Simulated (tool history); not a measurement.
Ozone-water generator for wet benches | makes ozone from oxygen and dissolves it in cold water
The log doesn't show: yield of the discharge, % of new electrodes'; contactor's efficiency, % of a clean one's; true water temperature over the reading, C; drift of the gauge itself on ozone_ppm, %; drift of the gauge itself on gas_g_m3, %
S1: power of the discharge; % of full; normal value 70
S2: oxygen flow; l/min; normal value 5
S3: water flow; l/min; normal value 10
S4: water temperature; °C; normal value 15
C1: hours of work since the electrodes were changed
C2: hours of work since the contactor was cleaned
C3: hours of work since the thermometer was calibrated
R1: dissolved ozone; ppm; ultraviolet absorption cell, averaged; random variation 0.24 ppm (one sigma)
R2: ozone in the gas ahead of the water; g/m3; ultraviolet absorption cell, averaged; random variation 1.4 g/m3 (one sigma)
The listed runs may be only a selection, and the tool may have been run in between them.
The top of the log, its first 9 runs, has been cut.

| run | hour | S1 | S2 | S3 | S4 | C1 | C2 | C3 | R1 | R2 |
|---|---|---|---|---|---|---|---|---|---|---|
| 10 | 719.8 | 49 | 5 | 10 | 15 | 4829 | 2835 | 2335 | 28.4 | 209.8 |
| 11 | 815.3 | 70 | 5 | 10 | 12 | 4920 | 2926 | 2426 | 35.5 | 250.2 |
| 12 | 877.1 | 70 | 5 | 10 | 15 | 4979 | 2985 | 2485 | 33.7 | 250 |
| 13 | 991.8 | 70 | 5 | 11 | 15 | 5088 | 3095 | 2594 | 30.7 | 252 |
| 14 | 1115.3 | 70 | 5.86 | 10 | 15 | 5206 | 3213 | 2712 | 33.8 | 238.7 |
| 15 | 1206.2 | 44 | 5 | 10 | 15 | 5292 | 3299 | 2798 | 26.6 | 197.2 |
|  | 1235 | water thermometer calibrated |
| 16 | 1266.1 | 44 | 5 | 10 | 17 | 5349 | 3356 | 30 | 25.6 | 195.3 |
| 17 | 1391.9 | 44 | 5 | 10 | 17 | 5469 | 3476 | 150 | 25.3 | 196.2 |
| 18 | 1446.8 | 73 | 5 | 10 | 16 | 5521 | 3528 | 202 | 33.2 | 253.5 |
| 19 | 1521.4 | 73 | 5 | 10 | 16 | 5593 | 3599 | 273 | 33.2 | 251 |
| 20 | 1619.3 | 70 | 5 | 10 | 8 | 5686 | 3693 | 366 | 37.6 | 245.8 |
| 21 | 1703.9 | 70 | 5 | 12 | 8 | 5767 | 3773 | 447 | 31.5 | 247.1 |
| 22 | 1820.2 | 70 | 5 | 7 | 15 | 5877 | 3884 | 558 | 43.2 | 247.5 |
| 23 | 1936.4 | 42 | 5 | 10 | 15 | 5988 | 3995 | 669 | 25.1 | 189.6 |
| 24 | 2024.2 | 53 | 5 | 10 | 15 | 6072 | 4079 | 753 | 28.8 | 214.5 |
| 25 | 2083.5 | 53 | 5 | 10 | 15 | 6129 | 4135 | 809 | 28.1 | 211.3 |
| 26 | 2200.4 | 57 | 5 | 10 | 15 | 6240 | 4247 | 921 | 29.3 | 221 |
| 27 | 2258.1 | 57 | 5 | 10 | 15 | 6295 | 4302 | 976 | 29 | 220.9 |
| 28 | 2311.9 | 57 | 5 | 10 | 15 | 6346 | 4353 | 1027 | 29.2 | 221.9 |
| 29 | 2392.4 | 74 | 7.69 | 8 | 17 | 6423 | 4430 | 1104 | 37.5 | 217.9 |
| 30 | 2473.5 | 74 | 7.69 | 8 | 17 | 6500 | 4507 | 1181 | 37.6 | 217.6 |
| 31 | 2538.8 | 74 | 7.69 | 8 | 17 | 6563 | 4570 | 1243 | 37.6 | 217.6 |
| 32 | 2600.5 | 74 | 7.69 | 8 | 17 | 6622 | 4628 | 1302 | 37.9 | 214.8 |
| 33 | 2696.7 | 70 | 5 | 8 | 14 | 6713 | 4720 | 1394 | 39.3 | 242.4 |
| 34 | 2784.1 | 70 | 4.77 | 11 | 15 | 6797 | 4803 | 1477 | 29.5 | 247.6 |

3 ways to go on from here, each from the tool as it stands after run 34. What would each give?
| A | 2904.7 | 70 | 4.77 | 11 | 13 | 6912 | 4918 | 1592 | ? | ? |
| B | 2904.7 | 70 | 4.59 | 10 | 13 | 6912 | 4918 | 1592 | ? | ? |
| C | 2904.7 | 86 | 5 | 7 | 22 | 6912 | 4918 | 1592 | ? | ? |

| run | R1 | R2 |
|---|---|---|
| A | 30.2 | 246.2 |
| B | 33.4 | 247.3 |
| C | 39.3 | 267.7 |
Without the tool's unlogged condition, the same runs would have read:
| run | R1 | R2 |
|---|---|---|
| A | 35.2 | 276.9 |
| B | 38.9 | 278.1 |
| C | 46.2 | 304.8 |
